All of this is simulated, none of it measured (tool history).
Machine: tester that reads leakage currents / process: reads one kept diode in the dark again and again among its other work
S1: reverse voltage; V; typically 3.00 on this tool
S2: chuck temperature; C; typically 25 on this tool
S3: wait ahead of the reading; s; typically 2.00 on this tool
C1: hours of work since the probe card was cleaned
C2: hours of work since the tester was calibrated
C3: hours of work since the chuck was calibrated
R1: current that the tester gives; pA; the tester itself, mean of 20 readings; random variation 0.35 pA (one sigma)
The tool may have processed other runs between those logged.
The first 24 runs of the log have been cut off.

| run | day | S1 | S2 | S3 | C1 | C2 | C3 | R1 |
|---|---|---|---|---|---|---|---|---|
| 25 | 21.971 | 3.00 | 43 | 1.61 | 1385 | 659 | 479 | 428.61 |
| 26 | 22.883 | 1.92 | 43 | 1.61 | 1394 | 668 | 488 | 335.38 |
| 27 | 24.212 | 1.92 | 43 | 1.61 | 1407 | 681 | 501 | 334.72 |
| 28 | 25.333 | 1.92 | 43 | 1.61 | 1418 | 692 | 512 | 334.18 |
| 29 | 26.046 | 1.92 | 43 | 1.61 | 1425 | 699 | 519 | 335.78 |
| 30 | 27.150 | 1.92 | 43 | 1.61 | 1436 | 710 | 530 | 334.92 |
| 31 | 27.746 | 1.92 | 43 | 1.61 | 1441 | 716 | 536 | 334.11 |
| 32 | 28.708 | 1.92 | 43 | 1.61 | 1451 | 725 | 545 | 335.96 |
| 33 | 29.446 | 1.08 | 25 | 6.39 | 1458 | 732 | 552 | 65.92 |
|  | 29.942 | chuck's temperature calibrated |
| 34 | 30.446 | 3.00 | 33 | 6.90 | 1467 | 741 | 5 | 211.12 |

Consider 4 possible next runs. They are alternatives, not a sequence: every one starts from the tool as it was left by run 34. What does each give?
| A | 31.267 | 4.52 | 33 | 6.90 | 1475 | 749 | 13 | ? |
| B | 31.267 | 1.41 | 51 | 0.43 | 1475 | 749 | 13 | ? |
| C | 31.267 | 3.00 | 24 | 2.00 | 1475 | 749 | 13 | ? |
| D | 31.267 | 4.57 | 33 | 6.90 | 1475 | 749 | 13 | ? |

| run | R1 |
|---|---|
| A | 265.01 |
| B | 484.80 |
| C | 107.54 |
| D | 266.91 |
With the hidden condition removed and each run's random variation left untouched, the same runs would have given:
| run | R1 |
|---|---|
| A | 265.10 |
| B | 484.98 |
| C | 107.57 |
| D | 267.00 |
